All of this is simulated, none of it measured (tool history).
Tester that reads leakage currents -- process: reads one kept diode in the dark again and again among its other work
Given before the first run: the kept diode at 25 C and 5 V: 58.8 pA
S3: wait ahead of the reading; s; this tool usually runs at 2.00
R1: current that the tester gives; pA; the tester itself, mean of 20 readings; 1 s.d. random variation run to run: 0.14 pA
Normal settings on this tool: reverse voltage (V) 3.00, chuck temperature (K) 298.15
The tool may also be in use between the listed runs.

Run 1, hour 0.0: usual settings. Result: R1 43.46 pA.
Run 2, hour 51.5: usual settings but chuck temperature (K) 295.15. Result: R1 34.82 pA.
Run 3, hour 87.8: usual settings but chuck temperature (K) 295.15. Result: R1 35.09 pA.
Run 4, hour 117.5: usual settings. Result: R1 43.46 pA.
Run 5, hour 167.7: usual settings but chuck temperature (K) 294.15. Result: R1 32.32 pA.
Run 6, hour 201.9: usual settings but chuck temperature (K) 294.15. Result: R1 32.18 pA.
Run 7, hour 233.3: usual settings but S3 3.73 s. Result: R1 43.51 pA.
Run 8, hour 283.4: usual settings but S3 3.73 s. Result: R1 43.26 pA.
Run 9, hour 312.7: usual settings. Result: R1 43.41 pA.
Run 10, hour 352.3: usual settings. Result: R1 43.79 pA.
Run 11, hour 415.7: usual settings. Result: R1 43.57 pA.
Run 12, hour 453.6: usual settings but reverse voltage (V) 19.73, chuck temperature (K) 294.15, S3 0.77 s. Result: R1 101.18 pA.
Run 13, hour 495.4: usual settings but reverse voltage (V) 3.70, chuck temperature (K) 317.15, S3 0.77 s. Result: R1 181.97 pA.
Run 14, hour 553.8: usual settings but reverse voltage (V) 4.31, chuck temperature (K) 301.15. Result: R1 67.20 pA.
Run 15, hour 582.7: usual settings but reverse voltage (V) 4.31, chuck temperature (K) 301.15. Result: R1 67.59 pA.
Run 16, hour 636.6: usual settings but reverse voltage (V) 4.31, chuck temperature (K) 301.15. Result: R1 67.20 pA.
Run 17, hour 684.1: usual settings but reverse voltage (V) 1.75, chuck temperature (K) 333.15, S3 1.78 s. Result: R1 309.27 pA.
Run 18, hour 739.9: usual settings but reverse voltage (V) 1.80, chuck temperature (K) 323.15, S3 1.69 s. Result: R1 172.19 pA.
Run 19, hour 802.6: usual settings but reverse voltage (V) 4.50, chuck temperature (K) 323.15, S3 4.55 s. Result: R1 296.00 pA.
Run 20, hour 859.4: usual settings but reverse voltage (V) 1.57, chuck temperature (K) 323.15, S3 7.36 s. Result: R1 158.55 pA.
Run 21, hour 885.9: usual settings but reverse voltage (V) 1.57, chuck temperature (K) 323.15, S3 7.36 s. Result: R1 158.61 pA.

Some steps in R1, run to run, broken into two amounts with sign: the step expected even without the hidden condition (settings, incoming material, random variation), and the rest, left for the hidden condition together with whatever gauge scatter is not in both the measured and the hidden-condition-free result:
The hidden state here: stray current of the dirty probe card, pA a volt; current scale over the true one, %; true chuck temperature over the reading, C; drift of the gauge itself on leakage_pa, %.
Run 11 -> 12: reverse voltage (V) 3.00 -> 19.73, chuck temperature (K) 298.15 -> 294.15, S3 2.00 -> 0.77. R1 +57.61 pA: hidden state +0.19, all else +57.42.
Run 12 -> 13: reverse voltage (V) 19.73 -> 3.70, chuck temperature (K) 294.15 -> 317.15. R1 +80.79 pA: hidden state -0.15, all else +80.94.
Run 16 -> 17: reverse voltage (V) 4.31 -> 1.75, chuck temperature (K) 301.15 -> 333.15, S3 2.00 -> 1.78. R1 +242.07 pA: hidden state +0.03, all else +242.04.
Run 19 -> 20: reverse voltage (V) 4.50 -> 1.57, S3 4.55 -> 7.36. R1 -137.45 pA: hidden state -0.07, all else -137.38.
